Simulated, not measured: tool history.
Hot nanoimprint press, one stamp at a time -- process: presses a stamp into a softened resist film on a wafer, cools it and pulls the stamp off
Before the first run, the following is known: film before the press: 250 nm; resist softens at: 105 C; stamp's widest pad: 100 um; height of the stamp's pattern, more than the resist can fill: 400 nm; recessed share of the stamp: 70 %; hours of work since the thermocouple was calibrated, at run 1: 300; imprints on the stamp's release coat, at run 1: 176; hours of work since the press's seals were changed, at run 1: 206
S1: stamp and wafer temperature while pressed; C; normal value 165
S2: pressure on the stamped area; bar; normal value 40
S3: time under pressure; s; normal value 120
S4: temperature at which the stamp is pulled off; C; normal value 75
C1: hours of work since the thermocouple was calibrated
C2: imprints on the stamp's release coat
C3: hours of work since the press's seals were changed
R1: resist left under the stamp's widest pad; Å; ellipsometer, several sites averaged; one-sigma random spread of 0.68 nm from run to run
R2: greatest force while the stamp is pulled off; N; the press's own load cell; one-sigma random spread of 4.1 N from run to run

| run | day | S1 | S2 | S3 | S4 | C1 | C2 | C3 | R1 | R2 |
|---|---|---|---|---|---|---|---|---|---|---|
| 1 | 0 | 165 | 40 | 120 | 75 | 300 | 176 | 206 | 1127 | 203 |
| 2 | 2.492 | 165 | 40 | 120 | 75 | 332 | 417 | 238 | 1132 | 216 |
| 3 | 4.417 | 165 | 40 | 120 | 75 | 356 | 604 | 263 | 1141 | 214 |
| 4 | 7.138 | 165 | 40 | 120 | 75 | 391 | 867 | 297 | 1145 | 220 |
| 5 | 9.075 | 165 | 40 | 120 | 75 | 415 | 1055 | 322 | 1141 | 233 |
| 6 | 11.188 | 165 | 40 | 120 | 75 | 442 | 1260 | 349 | 1149 | 235 |
| 7 | 13.554 | 165 | 40 | 120 | 75 | 472 | 1489 | 379 | 1154 | 247 |
| 8 | 15.462 | 165 | 40 | 120 | 75 | 497 | 1673 | 403 | 1141 | 246 |
| 9 | 17.842 | 165 | 40 | 120 | 75 | 527 | 1904 | 434 | 1152 | 255 |
|  | 19.729 | stamp cleaned and given a new release coat |
|  | 20.617 | plate thermocouple calibrated |
| 10 | 20.938 | 165 | 40 | 120 | 75 | 4 | 105 | 468 | 1121 | 206 |
| 11 | 22.488 | 165 | 40 | 120 | 71 | 24 | 255 | 488 | 1141 | 215 |
| 12 | 24.65 | 165 | 38.8 | 106 | 73 | 51 | 465 | 515 | 1196 | 215 |
| 13 | 25.921 | 165 | 38.8 | 106 | 73 | 68 | 588 | 532 | 1207 | 222 |
| 14 | 27.804 | 174 | 46.8 | 75 | 75 | 92 | 770 | 556 | 843 | 227 |
| 15 | 29.429 | 174 | 46.8 | 75 | 75 | 112 | 928 | 576 | 834 | 232 |
| 16 | 30.838 | 174 | 38.9 | 75 | 75 | 130 | 1064 | 594 | 946 | 227 |
| 17 | 32.271 | 174 | 38.9 | 75 | 75 | 148 | 1203 | 612 | 935 | 240 |
| 18 | 34.683 | 174 | 62.6 | 223 | 75 | 179 | 1436 | 643 | 473 | 248 |
| 19 | 35.975 | 174 | 62.6 | 223 | 75 | 196 | 1562 | 660 | 476 | 248 |

What would each run have given without the hidden state, its run-to-run variation left as it was?
Unlogged tool condition in this case: true temperature over the reading, C; pressure that arrives at the usual setting, %; grip of the stamp's worn release coat, % over a new coat's; drift of the gauge itself on residual_nm, %; drift of the gauge itself on pull_off_n, %.
| run | R1 | R2 |
|---|---|---|
| 1 | 1104 | 196 |
| 2 | 1106 | 201 |
| 3 | 1112 | 194 |
| 4 | 1113 | 192 |
| 5 | 1107 | 198 |
| 6 | 1112 | 195 |
| 7 | 1113 | 198 |
| 8 | 1099 | 192 |
| 9 | 1107 | 193 |
| 10 | 1104 | 202 |
| 11 | 1121 | 206 |
| 12 | 1173 | 199 |
| 13 | 1182 | 202 |
| 14 | 824 | 202 |
| 15 | 814 | 201 |
| 16 | 923 | 193 |
| 17 | 910 | 200 |
| 18 | 457 | 201 |
| 19 | 460 | 198 |

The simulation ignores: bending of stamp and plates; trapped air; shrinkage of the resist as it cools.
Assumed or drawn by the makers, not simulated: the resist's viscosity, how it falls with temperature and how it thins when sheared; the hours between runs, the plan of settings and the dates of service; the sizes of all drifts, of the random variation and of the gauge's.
